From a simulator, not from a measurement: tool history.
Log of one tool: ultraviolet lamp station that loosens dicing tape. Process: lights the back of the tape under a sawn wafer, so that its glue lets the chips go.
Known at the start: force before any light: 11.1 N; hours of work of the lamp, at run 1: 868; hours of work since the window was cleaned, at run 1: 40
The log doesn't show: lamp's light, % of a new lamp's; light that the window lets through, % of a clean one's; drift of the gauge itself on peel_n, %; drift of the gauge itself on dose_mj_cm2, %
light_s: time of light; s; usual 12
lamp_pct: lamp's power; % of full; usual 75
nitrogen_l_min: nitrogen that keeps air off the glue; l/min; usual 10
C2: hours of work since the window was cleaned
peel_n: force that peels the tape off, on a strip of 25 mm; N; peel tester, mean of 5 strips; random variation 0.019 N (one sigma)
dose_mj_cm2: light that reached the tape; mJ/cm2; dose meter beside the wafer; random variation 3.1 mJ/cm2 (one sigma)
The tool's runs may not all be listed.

Run 1, hour 0: usual settings; hours of work of the lamp 868; C2 40. Result: peel_n 2.155 N, dose_mj_cm2 310 mJ/cm2.
Run 2, hour 14.3: usual settings; hours of work of the lamp 878; C2 51. Result: peel_n 2.236 N, dose_mj_cm2 309 mJ/cm2.
Run 3, hour 29.3: usual settings; hours of work of the lamp 889; C2 62. Result: peel_n 2.258 N, dose_mj_cm2 300 mJ/cm2.
Run 4, hour 47.5: usual settings; hours of work of the lamp 903; C2 75. Result: peel_n 2.282 N, dose_mj_cm2 300 mJ/cm2.
Run 5, hour 59.6: usual settings; hours of work of the lamp 912; C2 84. Result: peel_n 2.363 N, dose_mj_cm2 295 mJ/cm2.
Run 6, hour 87.1: usual settings; hours of work of the lamp 932; C2 105. Result: peel_n 2.349 N, dose_mj_cm2 293 mJ/cm2.
Run 7, hour 103.1: usual settings; hours of work of the lamp 944; C2 116. Result: peel_n 2.385 N, dose_mj_cm2 288 mJ/cm2.
Run 8, hour 129.4: usual settings; hours of work of the lamp 963; C2 136. Result: peel_n 2.509 N, dose_mj_cm2 282 mJ/cm2.
Run 9, hour 153.9: usual settings; hours of work of the lamp 982; C2 154. Result: peel_n 2.468 N, dose_mj_cm2 274 mJ/cm2.
Run 10, hour 174.9: usual settings but light_s 14 s; hours of work of the lamp 997; C2 170. Result: peel_n 2.118 N, dose_mj_cm2 325 mJ/cm2.
Run 11, hour 201.1: usual settings but light_s 16 s; hours of work of the lamp 1017; C2 189. Result: peel_n 1.658 N, dose_mj_cm2 364 mJ/cm2.
Run 12, hour 228.4: usual settings but light_s 16 s; hours of work of the lamp 1037; C2 209. Result: peel_n 1.708 N, dose_mj_cm2 359 mJ/cm2.
Run 13, hour 257.2: usual settings but nitrogen_l_min 14 l/min; hours of work of the lamp 1058; C2 230. Result: peel_n 2.364 N, dose_mj_cm2 262 mJ/cm2.
Run 14, hour 273.4: usual settings but lamp_pct 72 % of full; hours of work of the lamp 1070; C2 242. Result: peel_n 2.91 N, dose_mj_cm2 246 mJ/cm2.
Run 15, hour 298.8: usual settings but lamp_pct 72 % of full; hours of work of the lamp 1089; C2 261. Result: peel_n 3.014 N, dose_mj_cm2 241 mJ/cm2.
At hour 314.1: lamp changed.
Run 16, hour 326.7: usual settings but nitrogen_l_min 12 l/min; hours of work of the lamp 9; C2 281. Result: peel_n 0.971 N, dose_mj_cm2 434 mJ/cm2.
Run 17, hour 346.7: usual settings but light_s 14 s, lamp_pct 95 % of full; hours of work of the lamp 24; C2 296. Result: peel_n 0.419 N, dose_mj_cm2 638 mJ/cm2.
Run 18, hour 371.4: usual settings but light_s 13 s, nitrogen_l_min 18 l/min; hours of work of the lamp 42; C2 314. Result: peel_n 0.66 N, dose_mj_cm2 466 mJ/cm2.
Run 19, hour 383.4: usual settings but light_s 13 s, nitrogen_l_min 18 l/min; hours of work of the lamp 51; C2 323. Result: peel_n 0.673 N, dose_mj_cm2 460 mJ/cm2.
Run 20, hour 397.8: usual settings but lamp_pct 65 % of full, nitrogen_l_min 4 l/min; hours of work of the lamp 62; C2 334. Result: peel_n 2.783 N, dose_mj_cm2 366 mJ/cm2.
Run 21, hour 420.1: usual settings but light_s 20 s, lamp_pct 61 % of full, nitrogen_l_min 13 l/min; hours of work of the lamp 78; C2 350. Result: peel_n 0.484 N, dose_mj_cm2 560 mJ/cm2.
Run 22, hour 437.4: usual settings but lamp_pct 79 % of full; hours of work of the lamp 91; C2 363. Result: peel_n 1.147 N, dose_mj_cm2 439 mJ/cm2.
Run 23, hour 453.6: usual settings but lamp_pct 79 % of full; hours of work of the lamp 103; C2 375. Result: peel_n 1.243 N, dose_mj_cm2 434 mJ/cm2.
Run 24, hour 471.5: usual settings but light_s 15 s, lamp_pct 83 % of full, nitrogen_l_min 6 l/min; hours of work of the lamp 116; C2 388. Result: peel_n 0.969 N, dose_mj_cm2 561 mJ/cm2.

The same runs without the tool's hidden state, with the same run-to-run variation:
run  peel_n  dose_mj_cm2
  1   0.921          476
  2   0.939          480
  3   0.938          472
  4   0.933          477
  5   0.952          473
  6   0.915          478
  7   0.923          474
  8   0.947          471
  9   0.916          468
 10    0.66          557
 11   0.443          635
 12   0.442          639
 13   0.713          476
 14       1          452
 15   1.012          453
 16   0.793          473
 17   0.316          701
 18   0.497          518
 19   0.498          515
 20   2.343          412
 21   0.334          638
 22   0.833          503
 23   0.888          502
 24   0.661          656
